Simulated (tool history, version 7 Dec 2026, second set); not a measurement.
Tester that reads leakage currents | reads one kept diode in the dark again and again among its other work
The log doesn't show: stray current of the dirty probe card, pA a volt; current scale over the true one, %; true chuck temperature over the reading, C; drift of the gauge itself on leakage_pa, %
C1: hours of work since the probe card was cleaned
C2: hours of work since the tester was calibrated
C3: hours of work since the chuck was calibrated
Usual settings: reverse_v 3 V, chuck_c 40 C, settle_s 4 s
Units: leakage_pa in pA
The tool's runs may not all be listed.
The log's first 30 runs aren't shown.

{"run": 31, "day": 111.767, "reverse_v": 1.05, "chuck_c": 40, "settle_s": 2.22, "C1": 1795, "C2": 2449, "C3": 732, "leakage_pa": 330.95}
{"run": 32, "day": 116.033, "reverse_v": 1.05, "chuck_c": 40, "settle_s": 2.22, "C1": 1861, "C2": 2515, "C3": 798, "leakage_pa": 334.66}
{"run": 33, "day": 120.779, "reverse_v": 1.05, "chuck_c": 40, "settle_s": 2.22, "C1": 1934, "C2": 2588, "C3": 871, "leakage_pa": 338}
{"run": 34, "day": 123.021, "reverse_v": 7.29, "chuck_c": 55, "settle_s": 2.22, "C1": 1968, "C2": 2622, "C3": 905, "leakage_pa": 2738.13}
{"day": 125.388, "done": "tester calibrated"}
{"day": 127.229, "done": "chuck's temperature calibrated"}
{"run": 35, "day": 127.254, "reverse_v": 1.66, "chuck_c": 40, "settle_s": 2.95, "C1": 2031, "C2": 27, "C3": 0, "leakage_pa": 372.67}
{"run": 36, "day": 131.688, "reverse_v": 3, "chuck_c": 28, "settle_s": 4, "C1": 2099, "C2": 96, "C3": 69, "leakage_pa": 190.66}
{"run": 37, "day": 134.867, "reverse_v": 10.21, "chuck_c": 39, "settle_s": 1.08, "C1": 2148, "C2": 145, "C3": 117, "leakage_pa": 872.97}
{"run": 38, "day": 139.817, "reverse_v": 10.21, "chuck_c": 39, "settle_s": 1.08, "C1": 2224, "C2": 221, "C3": 194, "leakage_pa": 885.55}
{"run": 39, "day": 144.2, "reverse_v": 10.42, "chuck_c": 20, "settle_s": 0.43, "C1": 2292, "C2": 288, "C3": 261, "leakage_pa": 198.91}

3 ways to go on from here, each from the tool as it stands after run 39. What would each give?
{"run": "A", "day": 148.775, "reverse_v": 10.32, "chuck_c": 36, "settle_s": 8.71, "C1": 2362, "C2": 358, "C3": 331, "leakage_pa": "?"}
{"run": "B", "day": 148.775, "reverse_v": 16.77, "chuck_c": 40, "settle_s": 4, "C1": 2362, "C2": 358, "C3": 331, "leakage_pa": "?"}
{"run": "C", "day": 148.775, "reverse_v": 8.91, "chuck_c": 40, "settle_s": 3.76, "C1": 2362, "C2": 358, "C3": 331, "leakage_pa": "?"}

run=A leakage_pa=716.96
run=B leakage_pa=1256.52
run=C leakage_pa=911.17
Without the tool's hidden state the same runs would have given:
run=A leakage_pa=654.91
run=B leakage_pa=1151.65
run=C leakage_pa=839.84
